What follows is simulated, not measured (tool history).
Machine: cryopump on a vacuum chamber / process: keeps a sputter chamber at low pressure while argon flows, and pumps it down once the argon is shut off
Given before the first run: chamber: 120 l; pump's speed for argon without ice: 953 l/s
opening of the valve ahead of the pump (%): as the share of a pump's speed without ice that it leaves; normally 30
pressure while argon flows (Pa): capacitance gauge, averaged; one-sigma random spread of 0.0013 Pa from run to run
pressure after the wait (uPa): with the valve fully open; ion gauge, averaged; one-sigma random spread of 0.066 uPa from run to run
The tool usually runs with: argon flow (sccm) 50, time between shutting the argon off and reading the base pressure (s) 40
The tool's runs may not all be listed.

| run | hour | argon flow (sccm) | time between shutting the argon off and reading the base pressure (s) | opening of the valve ahead of the pump (%) | pressure while argon flows (Pa) | pressure after the wait (uPa) |
|---|---|---|---|---|---|---|
| 1 | 0.0 | 50 | 40 | 30 | 0.3327 | 6.21 |
| 2 | 28.6 | 50 | 40 | 30 | 0.3376 | 6.18 |
| 3 | 69.1 | 84 | 40 | 30 | 0.5685 | 6.16 |
| 4 | 105.8 | 84 | 40 | 30 | 0.5758 | 6.50 |
|  | 112.7 | pump warmed up, emptied and cooled again |
| 5 | 139.4 | 50 | 40 | 30 | 0.2976 | 5.60 |
| 6 | 177.0 | 50 | 114 | 30 | 0.2992 | 3.12 |
| 7 | 216.3 | 68 | 40 | 30 | 0.4087 | 5.71 |
| 8 | 258.0 | 68 | 40 | 30 | 0.4099 | 5.79 |
| 9 | 299.7 | 68 | 40 | 30 | 0.4141 | 5.67 |
| 10 | 336.8 | 50 | 40 | 30 | 0.3045 | 6.01 |
| 11 | 374.7 | 50 | 40 | 30 | 0.3083 | 5.91 |
| 12 | 413.6 | 50 | 40 | 30 | 0.3090 | 5.86 |
| 13 | 436.4 | 50 | 40 | 30 | 0.3097 | 6.15 |
| 14 | 461.1 | 50 | 40 | 30 | 0.3089 | 6.11 |
| 15 | 485.5 | 50 | 296 | 29 | 0.3226 | 2.71 |
| 16 | 510.6 | 55 | 26 | 25 | 0.4085 | 8.27 |
| 17 | 543.8 | 27 | 56 | 23 | 0.2193 | 5.05 |
| 18 | 579.5 | 27 | 56 | 23 | 0.2181 | 5.25 |
| 19 | 603.4 | 58 | 40 | 20 | 0.5418 | 6.30 |
| 20 | 644.5 | 58 | 220 | 20 | 0.5398 | 3.11 |
| 21 | 687.1 | 63 | 300 | 42 | 0.2987 | 3.00 |
| 22 | 712.6 | 50 | 111 | 45 | 0.2249 | 4.05 |

Expected results for the next run?
| 23 | 739.0 | 20 | 111 | 36 | ? | ? |

pressure while argon flows (Pa): 0.1107
pressure after the wait (uPa): 4.06
Without the tool's hidden state the same run would have given pressure while argon flows (Pa) 0.0991, pressure after the wait (uPa) 1.71.
